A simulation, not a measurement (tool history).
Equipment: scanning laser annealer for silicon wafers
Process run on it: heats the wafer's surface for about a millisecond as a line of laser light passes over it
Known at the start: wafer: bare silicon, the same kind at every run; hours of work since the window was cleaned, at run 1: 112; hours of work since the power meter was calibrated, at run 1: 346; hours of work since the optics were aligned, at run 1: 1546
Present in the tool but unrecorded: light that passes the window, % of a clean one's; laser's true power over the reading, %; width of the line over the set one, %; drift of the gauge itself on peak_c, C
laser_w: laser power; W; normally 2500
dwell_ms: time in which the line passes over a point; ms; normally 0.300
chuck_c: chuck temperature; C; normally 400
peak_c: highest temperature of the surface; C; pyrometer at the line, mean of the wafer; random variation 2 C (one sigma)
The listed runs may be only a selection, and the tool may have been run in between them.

run,hour,laser_w,dwell_ms,chuck_c,hours of work since the window was cleaned,hours of work since the power meter was calibrated,hours of work since the optics were aligned,peak_c
1,0.0,2500,0.300,400,112,346,1546,1238
2,16.9,2500,0.300,400,124,358,1557,1233
3,40.5,2500,0.300,400,139,374,1573,1229
4,60.4,2500,0.300,400,153,387,1586,1234
5,77.8,2500,0.300,395,165,399,1598,1225
6,101.4,2500,0.300,395,181,415,1614,1227
7,127.1,2500,0.300,395,198,432,1631,1224
8,144.1,2500,0.300,395,209,444,1643,1225
9,174.2,2176,0.300,400,230,464,1663,1126
10,201.0,2500,0.348,400,248,482,1681,1296
11,233.0,2514,0.348,400,269,504,1703,1298
12,262.7,2514,0.348,400,289,524,1723,1293
13,287.9,2500,0.300,386,306,541,1740,1207
14,303.6,2500,0.300,386,317,551,1751,1202
15,322.9,2500,0.300,389,330,564,1764,1207
16,344.8,2500,0.300,400,345,579,1778,1218
17,366.3,2500,0.300,400,359,594,1793,1217
18,388.6,2500,0.300,400,375,609,1808,1214
19,410.5,2500,0.300,400,389,623,1823,1215
20,426.2,2500,0.300,400,400,634,1833,1213
21,440.2,2560,0.259,360,409,643,1843,1129
22,469.2,2331,0.300,439,429,663,1862,1199
23,501.4,2540,0.300,401,451,685,1884,1224
24,518.5,2251,0.300,361,462,696,1896,1097
25,547.7,2601,0.261,368,482,716,1916,1145
26,564.3,2677,0.315,384,493,727,1927,1268
# hour 589.5: optics aligned, line set to its width
27,600.2,2255,0.346,362,514,748,7,1163
28,625.4,2500,0.281,399,531,765,24,1187
29,644.3,2500,0.281,399,544,778,37,1187
30,669.3,2384,0.300,411,561,795,54,1190
31,684.2,2659,0.255,421,571,805,64,1211
32,710.5,2659,0.255,421,589,823,82,1210
33,737.7,2659,0.255,421,607,841,100,1207
34,764.0,2659,0.255,421,625,859,118,1209
35,793.6,2659,0.255,421,645,879,138,1206
# hour 801.1: window over the wafer cleaned
36,823.6,2459,0.347,423,15,898,157,1331
37,845.3,2459,0.347,423,30,912,171,1328
38,860.7,2521,0.300,400,40,923,182,1256
39,887.8,2521,0.300,400,59,941,200,1253
40,903.4,2719,0.305,400,69,952,211,1324

Alternative continuations, all from the tool just after run 40; predict every row:
A,932.5,2500,0.267,403,89,971,230,?
B,932.5,2690,0.215,429,89,971,230,?
C,932.5,2719,0.357,400,89,971,230,?
D,932.5,2133,0.284,405,89,971,230,?
E,932.5,2591,0.300,400,89,971,230,?

run,peak_c
A,1199
B,1185
C,1409
D,1114
E,1279
With the hidden condition removed and each run's random variation left untouched, the same runs would have given:
run,peak_c
A,1203
B,1189
C,1413
D,1117
E,1283
